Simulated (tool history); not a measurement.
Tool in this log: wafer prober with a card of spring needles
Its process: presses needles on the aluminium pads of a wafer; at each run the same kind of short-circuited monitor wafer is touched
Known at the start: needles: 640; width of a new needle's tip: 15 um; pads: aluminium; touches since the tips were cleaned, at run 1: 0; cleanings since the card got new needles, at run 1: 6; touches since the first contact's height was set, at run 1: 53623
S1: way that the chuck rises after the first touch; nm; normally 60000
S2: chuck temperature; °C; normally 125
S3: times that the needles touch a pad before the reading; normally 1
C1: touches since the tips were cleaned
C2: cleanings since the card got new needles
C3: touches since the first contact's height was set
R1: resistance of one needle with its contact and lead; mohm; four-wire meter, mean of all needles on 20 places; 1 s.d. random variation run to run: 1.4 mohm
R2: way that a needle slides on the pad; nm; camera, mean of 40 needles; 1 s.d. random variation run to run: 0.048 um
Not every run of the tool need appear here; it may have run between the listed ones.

run 1 hour=0.0 | S1=60000 S2=125 S3=1 | C1=0 C2=6 C3=53623 | R1=128 R2=13480
run 2 hour=24.2 | S1=60000 S2=125 S3=2 | C1=4564 C2=6 C3=58187 | R1=138 R2=13450
-- hour=45.1 tips cleaned on abrasive film
run 3 hour=47.4 | S1=60000 S2=125 S3=2 | C1=440 C2=7 C3=62526 | R1=132 R2=13390
run 4 hour=62.0 | S1=60000 S2=125 S3=2 | C1=3181 C2=7 C3=65267 | R1=133 R2=13400
run 5 hour=82.4 | S1=60000 S2=125 S3=1 | C1=7025 C2=7 C3=69111 | R1=146 R2=13470
-- hour=89.6 tips cleaned on abrasive film
run 6 hour=96.5 | S1=60000 S2=99 S3=1 | C1=1300 C2=8 C3=71746 | R1=135 R2=13430
run 7 hour=106.9 | S1=60000 S2=99 S3=1 | C1=3268 C2=8 C3=73714 | R1=142 R2=13460
run 8 hour=118.4 | S1=60000 S2=60 S3=1 | C1=5434 C2=8 C3=75880 | R1=140 R2=13400
run 9 hour=129.8 | S1=60000 S2=60 S3=1 | C1=7570 C2=8 C3=78016 | R1=139 R2=13410
-- hour=134.8 tips cleaned on abrasive film
run 10 hour=152.9 | S1=60000 S2=60 S3=1 | C1=3407 C2=9 C3=82357 | R1=138 R2=13310
run 11 hour=165.8 | S1=60000 S2=125 S3=1 | C1=5836 C2=9 C3=84786 | R1=143 R2=13360
-- hour=179.3 tips cleaned on abrasive film
run 12 hour=185.8 | S1=80000 S2=125 S3=1 | C1=1232 C2=10 C3=88533 | R1=132 R2=17840
run 13 hour=209.7 | S1=80000 S2=125 S3=1 | C1=5730 C2=10 C3=93031 | R1=139 R2=17920
-- hour=224.4 tips cleaned on abrasive film
run 14 hour=230.2 | S1=80000 S2=125 S3=1 | C1=1085 C2=11 C3=96857 | R1=134 R2=17850
run 15 hour=240.9 | S1=80000 S2=125 S3=1 | C1=3109 C2=11 C3=98881 | R1=135 R2=17810
run 16 hour=253.3 | S1=60000 S2=37 S3=1 | C1=5433 C2=11 C3=101205 | R1=136 R2=13380
run 17 hour=266.5 | S1=60000 S2=125 S3=1 | C1=7933 C2=11 C3=103705 | R1=146 R2=13200
-- hour=268.8 tips cleaned on abrasive film
run 18 hour=279.6 | S1=60000 S2=125 S3=1 | C1=2034 C2=12 C3=106143 | R1=141 R2=13330
run 19 hour=301.8 | S1=60000 S2=125 S3=1 | C1=6210 C2=12 C3=110319 | R1=142 R2=13300
-- hour=313.4 tips cleaned on abrasive film
run 20 hour=323.2 | S1=78000 S2=56 S3=1 | C1=1831 C2=13 C3=114328 | R1=123 R2=17410
run 21 hour=343.1 | S1=41000 S2=56 S3=3 | C1=5582 C2=13 C3=118079 | R1=140 R2=8990
-- hour=358.4 tips cleaned on abrasive film
run 22 hour=362.9 | S1=60000 S2=26 S3=1 | C1=835 C2=14 C3=121779 | R1=128 R2=13280
run 23 hour=384.2 | S1=60000 S2=26 S3=1 | C1=4845 C2=14 C3=125789 | R1=137 R2=13300
run 24 hour=398.1 | S1=61000 S2=32 S3=1 | C1=7462 C2=14 C3=128406 | R1=137 R2=13420
-- hour=403.8 tips cleaned on abrasive film
run 25 hour=412.3 | S1=52000 S2=85 S3=1 | C1=1596 C2=15 C3=131064 | R1=141 R2=11510
run 26 hour=432.3 | S1=45000 S2=68 S3=2 | C1=5357 C2=15 C3=134825 | R1=144 R2=9900
-- hour=448.6 tips cleaned on abrasive film
run 27 hour=448.9 | S1=45000 S2=68 S3=2 | C1=58 C2=16 C3=137942 | R1=128 R2=9840
run 28 hour=470.1 | S1=80000 S2=34 S3=2 | C1=4055 C2=16 C3=141939 | R1=121 R2=17720
-- hour=479.3 height of the first contact set anew
run 29 hour=482.8 | S1=80000 S2=34 S3=2 | C1=6374 C2=16 C3=653 | R1=119 R2=17920
-- hour=493.8 tips cleaned on abrasive film
run 30 hour=504.2 | S1=58000 S2=34 S3=2 | C1=1958 C2=17 C3=4673 | R1=123 R2=13070
run 31 hour=514.6 | S1=41000 S2=53 S3=2 | C1=3920 C2=17 C3=6635 | R1=145 R2=9200
run 32 hour=533.0 | S1=42000 S2=72 S3=1 | C1=7367 C2=17 C3=10082 | R1=163 R2=9520
-- hour=540.1 tips cleaned on abrasive film
run 33 hour=543.5 | S1=42000 S2=72 S3=2 | C1=636 C2=18 C3=12046 | R1=134 R2=9430
run 34 hour=562.1 | S1=61000 S2=71 S3=1 | C1=4136 C2=18 C3=15546 | R1=138 R2=13670

Here are 4 independent what-if runs from the current tool condition. What would each one return?
run A hour=577.6 | S1=58000 S2=28 S3=3 | C1=7061 C2=18 C3=18471 | R1=? R2=?
run B hour=577.6 | S1=56000 S2=69 S3=2 | C1=7061 C2=18 C3=18471 | R1=? R2=?
run C hour=577.6 | S1=61000 S2=26 S3=1 | C1=7061 C2=18 C3=18471 | R1=? R2=?
run D hour=577.6 | S1=60000 S2=125 S3=3 | C1=7061 C2=18 C3=18471 | R1=? R2=?

run=A R1=124 R2=13100
run=B R1=136 R2=12710
run=C R1=136 R2=13730
run=D R1=133 R2=13480
The same runs, with their run-to-run variation unchanged, on a tool lacking any hidden condition would have given:
run=A R1=116 R2=13140
run=B R1=122 R2=12750
run=C R1=114 R2=13770
run=D R1=126 R2=13520
